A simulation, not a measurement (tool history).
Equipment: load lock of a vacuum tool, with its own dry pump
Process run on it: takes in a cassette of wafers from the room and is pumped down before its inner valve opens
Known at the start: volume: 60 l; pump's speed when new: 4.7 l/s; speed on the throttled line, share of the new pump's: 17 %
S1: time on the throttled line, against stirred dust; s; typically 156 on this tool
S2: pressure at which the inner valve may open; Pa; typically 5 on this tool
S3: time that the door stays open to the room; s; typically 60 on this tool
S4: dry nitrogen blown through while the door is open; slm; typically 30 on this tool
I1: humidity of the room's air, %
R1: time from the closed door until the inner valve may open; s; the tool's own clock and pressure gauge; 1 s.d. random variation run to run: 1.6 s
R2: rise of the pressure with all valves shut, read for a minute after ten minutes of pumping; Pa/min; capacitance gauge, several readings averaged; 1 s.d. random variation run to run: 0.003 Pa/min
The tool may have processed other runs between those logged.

run 1 hour=0 | S1=156 S2=5 S3=60 S4=30 | I1=45.4 | R1=269.3 R2=0.414
run 2 hour=162.9 | S1=152 S2=5 S3=60 S4=30 | I1=43.9 | R1=264.7 R2=0.419
run 3 hour=357.8 | S1=152 S2=5 S3=60 S4=30 | I1=47.1 | R1=264 R2=0.434
run 4 hour=636.2 | S1=156 S2=5 S3=60 S4=4 | I1=46.1 | R1=272.2 R2=0.463
run 5 hour=955.8 | S1=156 S2=5 S3=60 S4=30 | I1=46 | R1=271.1 R2=0.467
run 6 hour=1150.8 | S1=91 S2=7 S3=60 S4=9 | I1=48.5 | R1=210.9 R2=0.491
run 7 hour=1448.7 | S1=91 S2=7 S3=31 S4=18 | I1=40.9 | R1=215.2 R2=0.478
run 8 hour=1718.4 | S1=91 S2=7 S3=31 S4=18 | I1=45.5 | R1=213 R2=0.497
run 9 hour=1851.7 | S1=156 S2=10 S3=128 S4=30 | I1=43.6 | R1=261.4 R2=0.528

The next listed run, before its measurement:
run 10 hour=2159.3 | S1=156 S2=10 S3=128 S4=30 | I1=46.6 | R1=? R2=?

{"run 10": {"R1": 256.7, "R2": 0.546}}
Minus the tool's unlogged condition, the same run would have read R1 242.8 s, R2 0.049 Pa/min.
